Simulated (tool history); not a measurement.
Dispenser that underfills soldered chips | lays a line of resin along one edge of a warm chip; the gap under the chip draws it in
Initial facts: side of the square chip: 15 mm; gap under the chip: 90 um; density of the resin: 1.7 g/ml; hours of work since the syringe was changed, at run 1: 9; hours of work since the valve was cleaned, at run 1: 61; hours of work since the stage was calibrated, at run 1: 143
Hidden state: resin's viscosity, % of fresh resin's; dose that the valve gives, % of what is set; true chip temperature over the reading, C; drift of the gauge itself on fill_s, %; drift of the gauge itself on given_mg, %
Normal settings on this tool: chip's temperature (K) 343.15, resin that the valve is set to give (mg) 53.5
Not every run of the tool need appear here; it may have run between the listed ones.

run	hour	chip's temperature (K)	resin that the valve is set to give (mg)	hours of work since the syringe was changed	hours of work since the valve was cleaned	hours of work since the stage was calibrated	time until the resin shows at the far edge (s)	resin that the valve gave (mg)
1	0	343.15	53.5	9	61	143	53.6	51.78
# hour 1.1: new syringe of resin
2	2.4	343.15	53.5	1	62	145	38.3	51.7
3	5.5	343.15	52.7	3	65	147	41.4	50.95
4	9.1	343.15	53.5	6	67	150	48.8	51.31
5	13.3	343.15	53.5	9	70	153	55.5	51.52
# hour 13.9: new syringe of resin
6	16.5	343.15	53.5	2	73	155	39.8	51.18
7	18.7	343.15	53.5	4	74	157	43.1	50.87
8	22.6	338.15	53.3	7	77	160	60.2	50.97
# hour 27: new syringe of resin
9	27.6	355.15	53.4	0	81	163	22.4	51.09
10	31.8	356.15	49.7	4	84	166	25.5	47.38
# hour 34: dispensing valve cleaned and set on the balance
11	35.7	342.15	48.3	6	1	169	50.3	47.97
12	37.7	333.15	65.7	7	3	170	77.4	65.6
# hour 40.8: new syringe of resin
13	42.3	333.15	65.7	1	6	173	59.1	65.5
14	44.7	350.15	63.1	3	8	175	30.1	62.89

What if the next run were any one of these 3? Each begins from the tool's condition after run 14:
A	48.8	335.15	68.1	6	11	178	?	?
B	48.8	328.15	63.1	6	11	178	?	?
C	48.8	354.15	63.1	6	11	178	?	?

run	time until the resin shows at the far edge (s)	resin that the valve gave (mg)
A	66.5	67.93
B	93.3	62.64
C	30.1	62.4
Without the tool's unlogged condition, the same runs would have read:
run	time until the resin shows at the far edge (s)	resin that the valve gave (mg)
A	47.8	68.47
B	67	63.13
C	21.7	62.9
